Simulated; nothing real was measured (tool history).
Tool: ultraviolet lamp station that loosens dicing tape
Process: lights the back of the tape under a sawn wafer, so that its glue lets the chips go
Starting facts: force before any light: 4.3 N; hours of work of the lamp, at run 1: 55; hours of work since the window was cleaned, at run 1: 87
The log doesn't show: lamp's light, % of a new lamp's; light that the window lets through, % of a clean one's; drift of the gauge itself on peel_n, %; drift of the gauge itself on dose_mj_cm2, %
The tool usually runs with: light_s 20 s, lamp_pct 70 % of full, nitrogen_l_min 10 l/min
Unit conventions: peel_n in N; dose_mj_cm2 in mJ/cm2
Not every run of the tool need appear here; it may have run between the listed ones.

run	hour	light_s	lamp_pct	nitrogen_l_min	hours of work of the lamp	hours of work since the window was cleaned	peel_n	dose_mj_cm2
1	0	20	70	10	55	87	0.364	465
2	9.3	20	70	10	59	91	0.371	467
3	14.1	20	70	10	61	93	0.359	470
4	18.2	20	70	10	63	95	0.352	472
5	22.6	20	70	10	65	97	0.359	469
6	27.2	20	70	7	67	99	0.408	466
7	36.6	20	100	10	71	103	0.22	664
# hour 37.6: window cleaned of glue's vapour
8	46.2	20	70	9	75	4	0.378	464

Run 9, settings as shown, results not yet in. Your forecast:
9	53.3	20	70	9	78	7	?	?

Run 9 measured peel_n 0.381 N, dose_mj_cm2 461 mJ/cm2.
Take away the tool's hidden state, keep the run-to-run variation as it was, and the same run would have given peel_n 0.343 N, dose_mj_cm2 494 mJ/cm2.
